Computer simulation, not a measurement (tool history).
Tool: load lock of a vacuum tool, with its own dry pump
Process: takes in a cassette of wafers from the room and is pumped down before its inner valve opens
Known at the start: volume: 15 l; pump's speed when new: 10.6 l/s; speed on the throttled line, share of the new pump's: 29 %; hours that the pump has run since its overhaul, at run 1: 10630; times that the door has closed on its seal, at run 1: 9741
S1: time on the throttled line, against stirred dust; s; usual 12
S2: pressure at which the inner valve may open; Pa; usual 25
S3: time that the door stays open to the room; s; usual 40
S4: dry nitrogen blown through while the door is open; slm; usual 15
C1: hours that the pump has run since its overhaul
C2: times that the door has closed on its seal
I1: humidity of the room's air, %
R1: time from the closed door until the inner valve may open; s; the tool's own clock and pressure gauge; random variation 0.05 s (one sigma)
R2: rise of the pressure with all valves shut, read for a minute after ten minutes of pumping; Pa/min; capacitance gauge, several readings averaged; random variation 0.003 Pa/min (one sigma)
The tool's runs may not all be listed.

Run 1, hour 0.0: usual settings; C1 10630; C2 9741; I1 45.3. Result: R1 21.17 s, R2 0.082 Pa/min.
Run 2, hour 90.8: usual settings but S3 56 s; C1 10721; C2 10063; I1 43.2. Result: R1 21.17 s, R2 0.081 Pa/min.
Run 3, hour 190.5: usual settings but S3 56 s; C1 10820; C2 10416; I1 40.9. Result: R1 21.05 s, R2 0.089 Pa/min.
Run 4, hour 292.8: usual settings but S3 56 s; C1 10923; C2 10779; I1 44.9. Result: R1 21.07 s, R2 0.095 Pa/min.
Run 5, hour 400.5: usual settings but S3 56 s; C1 11030; C2 11161; I1 44.8. Result: R1 21.14 s, R2 0.092 Pa/min.
Run 6, hour 516.2: usual settings but S3 56 s; C1 11146; C2 11571; I1 44.1. Result: R1 21.18 s, R2 0.096 Pa/min.
Run 7, hour 564.4: usual settings; C1 11194; C2 11742; I1 43.1. Result: R1 21.27 s, R2 0.090 Pa/min.
Run 8, hour 668.7: usual settings; C1 11299; C2 12112; I1 46.3. Result: R1 21.15 s, R2 0.091 Pa/min.
Run 9, hour 734.7: usual settings; C1 11364; C2 12346; I1 43.3. Result: R1 21.14 s, R2 0.092 Pa/min.
Run 10, hour 794.6: usual settings; C1 11424; C2 12558; I1 47.6. Result: R1 21.06 s, R2 0.098 Pa/min.
Run 11, hour 842.2: usual settings but S1 10 s; C1 11472; C2 12727; I1 43.1. Result: R1 19.85 s, R2 0.088 Pa/min.
Run 12, hour 914.5: usual settings but S1 10 s; C1 11544; C2 12983; I1 46.6. Result: R1 19.78 s, R2 0.093 Pa/min.
Run 13, hour 998.0: usual settings but S2 39 Pa; C1 11628; C2 13280; I1 47.1. Result: R1 20.53 s, R2 0.094 Pa/min.
Run 14, hour 1091.6: usual settings but S2 39 Pa; C1 11721; C2 13612; I1 46.9. Result: R1 20.55 s, R2 0.092 Pa/min.
Run 15, hour 1178.4: usual settings but S2 39 Pa; C1 11808; C2 13919; I1 41.3. Result: R1 20.44 s, R2 0.091 Pa/min.
Run 16, hour 1274.8: usual settings but S2 39 Pa; C1 11905; C2 14261; I1 44.2. Result: R1 20.47 s, R2 0.098 Pa/min.
Run 17, hour 1342.8: usual settings but S2 39 Pa; C1 11973; C2 14502; I1 41.9. Result: R1 20.46 s, R2 0.099 Pa/min.
Run 18, hour 1391.9: usual settings but S2 39 Pa; C1 12022; C2 14677; I1 46.0. Result: R1 20.50 s, R2 0.102 Pa/min.
Run 19, hour 1502.2: usual settings but S2 39 Pa; C1 12132; C2 15068; I1 46.6. Result: R1 20.50 s, R2 0.101 Pa/min.
Run 20, hour 1615.9: usual settings but S2 39 Pa; C1 12246; C2 15471; I1 44.4. Result: R1 20.50 s, R2 0.103 Pa/min.
Run 21, hour 1725.3: usual settings but S3 50 s; C1 12355; C2 15859; I1 43.8. Result: R1 21.22 s, R2 0.106 Pa/min.
Run 22, hour 1804.8: usual settings but S3 50 s; C1 12435; C2 16140; I1 45.5. Result: R1 21.28 s, R2 0.118 Pa/min.
Run 23, hour 1863.4: usual settings but S1 8 s, S2 40 Pa, S3 214 s; C1 12493; C2 16348; I1 45.7. Result: R1 17.71 s, R2 0.170 Pa/min.
Run 24, hour 1974.4: usual settings but S1 13 s, S2 22 Pa, S3 59 s, S4 17 slm; C1 12604; C2 16742; I1 45.5. Result: R1 22.10 s, R2 0.110 Pa/min.
Run 25, hour 2037.2: usual settings but S1 14 s, S2 50 Pa; C1 12667; C2 16965; I1 42.2. Result: R1 21.45 s, R2 0.108 Pa/min.
Run 26, hour 2133.0: usual settings but S1 14 s, S2 50 Pa; C1 12763; C2 17305; I1 43.9. Result: R1 21.56 s, R2 0.112 Pa/min.
Run 27, hour 2206.4: usual settings but S1 14 s, S2 50 Pa; C1 12836; C2 17565; I1 44.5. Result: R1 21.48 s, R2 0.114 Pa/min.
Run 28, hour 2300.6: usual settings but S1 15 s, S2 28 Pa, S4 12 slm; C1 12930; C2 17899; I1 45.1. Result: R1 23.25 s, R2 0.118 Pa/min.
Run 29, hour 2390.0: usual settings but S1 21 s, S2 24 Pa, S3 239 s; C1 13020; C2 18216; I1 44.3. Result: R1 27.45 s, R2 0.172 Pa/min.
Run 30, hour 2506.8: usual settings but S2 42 Pa, S3 82 s; C1 13137; C2 18630; I1 46.3. Result: R1 20.45 s, R2 0.138 Pa/min.
Run 31, hour 2583.2: usual settings but S1 13 s, S2 24 Pa, S3 69 s, S4 38 slm; C1 13213; C2 18901; I1 44.7. Result: R1 22.08 s, R2 0.107 Pa/min.
Run 32, hour 2671.0: usual settings but S2 19 Pa; C1 13301; C2 19212; I1 49.6. Result: R1 21.75 s, R2 0.126 Pa/min.
Run 33, hour 2788.2: usual settings but S1 7 s, S2 18 Pa, S3 32 s, S4 17 slm; C1 13418; C2 19628; I1 44.9. Result: R1 18.56 s, R2 0.116 Pa/min.
Run 34, hour 2875.1: usual settings but S2 21 Pa; C1 13505; C2 19936; I1 42.3. Result: R1 21.56 s, R2 0.123 Pa/min.
Run 35, hour 2956.0: usual settings but S1 15 s, S4 22 slm; C1 13586; C2 20223; I1 44.6. Result: R1 23.37 s, R2 0.112 Pa/min.
Run 36, hour 3049.0: usual settings but S1 15 s, S2 21 Pa, S3 52 s, S4 9 slm; C1 13679; C2 20552; I1 45.5. Result: R1 23.65 s, R2 0.137 Pa/min.

Forecast each of these 3 alternatives for the next run:
Run A, hour 3104.5: usual settings but S1 15 s, S2 21 Pa, S3 76 s; C1 13734; C2 20749; I1 45.0. Result: R1 ?, R2 ?.
Run B, hour 3104.5: usual settings but S1 21 s, S4 24 slm; C1 13734; C2 20749; I1 46.2. Result: R1 ?, R2 ?.
Run C, hour 3104.5: usual settings but S1 17 s, S2 21 Pa, S3 52 s, S4 21 slm; C1 13734; C2 20749; I1 45.5. Result: R1 ?, R2 ?.

run     R1     R2
  A  23.67  0.140
  B  27.48  0.118
  C  24.98  0.125
Without the tool's hidden state the same runs would have given:
run     R1     R2
  A  22.74  0.064
  B  26.79  0.043
  C  24.12  0.049
